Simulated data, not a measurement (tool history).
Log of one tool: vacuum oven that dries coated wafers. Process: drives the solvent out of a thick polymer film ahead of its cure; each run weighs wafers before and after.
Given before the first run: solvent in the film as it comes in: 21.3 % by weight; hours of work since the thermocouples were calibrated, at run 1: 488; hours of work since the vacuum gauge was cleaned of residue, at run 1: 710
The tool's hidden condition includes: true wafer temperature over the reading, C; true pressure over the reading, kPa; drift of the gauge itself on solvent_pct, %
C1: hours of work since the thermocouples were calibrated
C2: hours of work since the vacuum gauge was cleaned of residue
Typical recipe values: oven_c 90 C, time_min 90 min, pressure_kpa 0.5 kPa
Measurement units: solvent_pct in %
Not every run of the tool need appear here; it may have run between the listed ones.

{"run": 1, "hour": 0.0, "oven_c": 90, "time_min": 90, "pressure_kpa": 0.5, "C1": 488, "C2": 710, "solvent_pct": 1.97}
{"run": 2, "hour": 24.1, "oven_c": 90, "time_min": 90, "pressure_kpa": 0.5, "C1": 499, "C2": 722, "solvent_pct": 1.97}
{"run": 3, "hour": 51.1, "oven_c": 90, "time_min": 90, "pressure_kpa": 0.5, "C1": 512, "C2": 735, "solvent_pct": 1.93}
{"run": 4, "hour": 91.8, "oven_c": 90, "time_min": 90, "pressure_kpa": 0.5, "C1": 532, "C2": 754, "solvent_pct": 1.99}
{"run": 5, "hour": 129.8, "oven_c": 90, "time_min": 90, "pressure_kpa": 0.5, "C1": 550, "C2": 772, "solvent_pct": 2}
{"run": 6, "hour": 168.4, "oven_c": 92, "time_min": 90, "pressure_kpa": 0.5, "C1": 568, "C2": 790, "solvent_pct": 1.74}
{"run": 7, "hour": 191.9, "oven_c": 92, "time_min": 90, "pressure_kpa": 0.5, "C1": 579, "C2": 801, "solvent_pct": 1.71}
{"run": 8, "hour": 226.2, "oven_c": 90, "time_min": 90, "pressure_kpa": 0.851, "C1": 595, "C2": 818, "solvent_pct": 2.53}
{"run": 9, "hour": 269.6, "oven_c": 90, "time_min": 90, "pressure_kpa": 0.851, "C1": 616, "C2": 838, "solvent_pct": 2.55}
{"run": 10, "hour": 305.6, "oven_c": 90, "time_min": 90, "pressure_kpa": 0.851, "C1": 633, "C2": 855, "solvent_pct": 2.58}
{"run": 11, "hour": 327.1, "oven_c": 90, "time_min": 90, "pressure_kpa": 0.851, "C1": 643, "C2": 866, "solvent_pct": 2.66}
{"run": 12, "hour": 351.4, "oven_c": 90, "time_min": 90, "pressure_kpa": 0.851, "C1": 655, "C2": 877, "solvent_pct": 2.59}
{"run": 13, "hour": 397.0, "oven_c": 90, "time_min": 90, "pressure_kpa": 0.5, "C1": 677, "C2": 899, "solvent_pct": 1.98}
{"run": 14, "hour": 423.9, "oven_c": 76, "time_min": 130, "pressure_kpa": 0.5, "C1": 689, "C2": 912, "solvent_pct": 4.06}
{"run": 15, "hour": 471.3, "oven_c": 77, "time_min": 130, "pressure_kpa": 0.5, "C1": 712, "C2": 934, "solvent_pct": 3.77}
{"run": 16, "hour": 498.6, "oven_c": 77, "time_min": 130, "pressure_kpa": 0.5, "C1": 725, "C2": 947, "solvent_pct": 3.69}
{"run": 17, "hour": 532.1, "oven_c": 90, "time_min": 47, "pressure_kpa": 0.5, "C1": 741, "C2": 963, "solvent_pct": 4.46}
{"run": 18, "hour": 562.1, "oven_c": 90, "time_min": 74, "pressure_kpa": 0.375, "C1": 755, "C2": 977, "solvent_pct": 2.42}
{"run": 19, "hour": 595.7, "oven_c": 96, "time_min": 74, "pressure_kpa": 0.375, "C1": 771, "C2": 993, "solvent_pct": 1.45}
{"run": 20, "hour": 631.0, "oven_c": 86, "time_min": 74, "pressure_kpa": 0.299, "C1": 788, "C2": 1010, "solvent_pct": 3.24}
{"run": 21, "hour": 659.4, "oven_c": 86, "time_min": 139, "pressure_kpa": 0.446, "C1": 801, "C2": 1024, "solvent_pct": 1.88}
{"run": 22, "hour": 697.0, "oven_c": 90, "time_min": 74, "pressure_kpa": 0.5, "C1": 819, "C2": 1041, "solvent_pct": 2.62}
{"run": 23, "hour": 742.3, "oven_c": 87, "time_min": 90, "pressure_kpa": 0.755, "C1": 841, "C2": 1063, "solvent_pct": 3.21}
{"run": 24, "hour": 775.8, "oven_c": 87, "time_min": 90, "pressure_kpa": 0.755, "C1": 857, "C2": 1079, "solvent_pct": 3.08}
{"run": 25, "hour": 823.1, "oven_c": 102, "time_min": 136, "pressure_kpa": 0.319, "C1": 879, "C2": 1101, "solvent_pct": 0.77}
{"run": 26, "hour": 845.4, "oven_c": 102, "time_min": 136, "pressure_kpa": 0.319, "C1": 890, "C2": 1112, "solvent_pct": 0.78}

Each row is a separate what-if for the run after 26, all from the same tool condition, not one after another. Results?
{"run": "A", "hour": 885.1, "oven_c": 87, "time_min": 130, "pressure_kpa": 0.356, "C1": 909, "C2": 1131, "solvent_pct": "?"}
{"run": "B", "hour": 885.1, "oven_c": 77, "time_min": 75, "pressure_kpa": 0.5, "C1": 909, "C2": 1131, "solvent_pct": "?"}
{"run": "C", "hour": 885.1, "oven_c": 97, "time_min": 93, "pressure_kpa": 1.048, "C1": 909, "C2": 1131, "solvent_pct": "?"}

run=A solvent_pct=1.62
run=B solvent_pct=6.39
run=C solvent_pct=2
With the hidden condition removed and each run's random variation left untouched, the same runs would have given:
run=A solvent_pct=0.76
run=B solvent_pct=5.15
run=C solvent_pct=1.39

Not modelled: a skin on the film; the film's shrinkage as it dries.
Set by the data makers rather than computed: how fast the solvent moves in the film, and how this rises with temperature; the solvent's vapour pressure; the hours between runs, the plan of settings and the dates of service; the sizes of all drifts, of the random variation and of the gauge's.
